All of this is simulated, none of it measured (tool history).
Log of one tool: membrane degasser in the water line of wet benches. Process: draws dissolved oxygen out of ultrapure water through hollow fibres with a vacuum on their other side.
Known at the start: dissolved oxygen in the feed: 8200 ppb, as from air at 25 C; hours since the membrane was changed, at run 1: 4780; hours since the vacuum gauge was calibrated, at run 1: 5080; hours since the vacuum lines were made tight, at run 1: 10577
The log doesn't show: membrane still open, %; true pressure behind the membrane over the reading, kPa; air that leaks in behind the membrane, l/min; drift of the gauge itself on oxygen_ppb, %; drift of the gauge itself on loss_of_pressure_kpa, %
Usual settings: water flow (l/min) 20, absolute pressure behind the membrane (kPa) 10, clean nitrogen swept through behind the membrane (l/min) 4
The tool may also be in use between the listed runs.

run	hour	water flow (l/min)	absolute pressure behind the membrane (kPa)	clean nitrogen swept through behind the membrane (l/min)	hours since the membrane was changed	hours since the vacuum gauge was calibrated	hours since the vacuum lines were made tight	dissolved oxygen in the water behind the degasser (ppb)	pressure that the water loses in the fibres (kPa)
1	0	20	10	4	4780	5080	10577	161.2	38.11
2	104.4	20	10	4	4884	5185	10681	162.8	38.9
3	170.9	20	10	4	4951	5251	10748	164	38.24
4	240.3	20	10	4	5020	5321	10817	164.6	38.47
5	303.6	20	10	4	5083	5384	10881	161.3	38.27
6	392.1	21	10	4	5172	5472	10969	179.4	40.53
7	450.1	21	10	4	5230	5530	11027	180.1	40.62
8	583.6	21	10	4	5363	5664	11161	186.4	40.34
9	714	21	10	4	5494	5794	11291	182.7	39.94
10	818.2	21	10	4	5598	5898	11395	181.7	40.76
11	881	20	8.7	4	5661	5961	11458	149.8	38.54
12	959.4	20	8.7	4	5739	6040	11536	148.3	38.52
# hour 968.4: seals of the vacuum lines changed
13	1038	20	8.7	4	5816	6116	70	145.9	38.46
14	1116.2	20	8.7	4	5894	6194	148	142.1	38.72
15	1192.3	20	8.7	4	5970	6271	224	143.4	38.36
16	1317.1	20	10	2.8	6095	6395	349	195.5	38.52
17	1423.5	20	10	2.8	6201	6502	455	191.4	38.42
# hour 1430.4: vacuum gauge calibrated
18	1521.5	20	6.7	4	6299	91	553	123.6	38.42
19	1602.7	20	6.7	4	6380	172	634	123.1	39.1
20	1711.4	20	6.7	4	6489	281	742	122.7	38.81
21	1816.7	20	7.6	4.23	6594	386	848	131.6	38.54
22	1941.8	20	18.1	3.56	6719	511	973	272.9	38.4
# hour 1955.6: vacuum gauge calibrated, once more
23	2055.9	24	6.6	4.64	6833	100	1087	190.9	46.39
24	2148.6	24	6.6	4.64	6925	193	1179	192	46.43
25	2279.2	24	6.6	4.64	7056	324	1310	193	46.48
26	2386.7	20	7.7	8.34	7164	431	1417	105.7	38.77
27	2501.9	12	7.7	8.34	7279	546	1533	23	23.05
28	2572.9	12	9.6	8.34	7350	617	1603	30.3	23.36
29	2666.8	16	10	4	7444	711	1697	96.5	31
30	2778.4	16	22.5	4	7555	823	1809	219.8	31.38
31	2883.1	16	22.5	4	7660	927	1914	215.3	30.87

The same runs without the tool's hidden state, with the same run-to-run variation:
run	dissolved oxygen in the water behind the degasser (ppb)	pressure that the water loses in the fibres (kPa)
1	150.7	37.55
2	152	38.33
3	153.1	37.66
4	153.4	37.88
5	150.3	37.67
6	167.4	39.89
7	168	39.97
8	173.5	39.68
9	169.8	39.26
10	168.7	40.06
11	138.1	37.87
12	136.7	37.84
13	137.4	37.77
14	133.7	38.03
15	134.8	37.65
16	185.7	37.8
17	181.6	37.68
18	113.5	37.68
19	112.8	38.34
20	112.3	38.04
21	121.1	37.76
22	261.6	37.6
23	178.4	45.42
24	179.1	45.44
25	179.8	45.47
26	97.5	37.92
27	21.6	22.53
28	28.9	22.83
29	91.9	30.3
30	213.7	30.66
31	209.1	30.15

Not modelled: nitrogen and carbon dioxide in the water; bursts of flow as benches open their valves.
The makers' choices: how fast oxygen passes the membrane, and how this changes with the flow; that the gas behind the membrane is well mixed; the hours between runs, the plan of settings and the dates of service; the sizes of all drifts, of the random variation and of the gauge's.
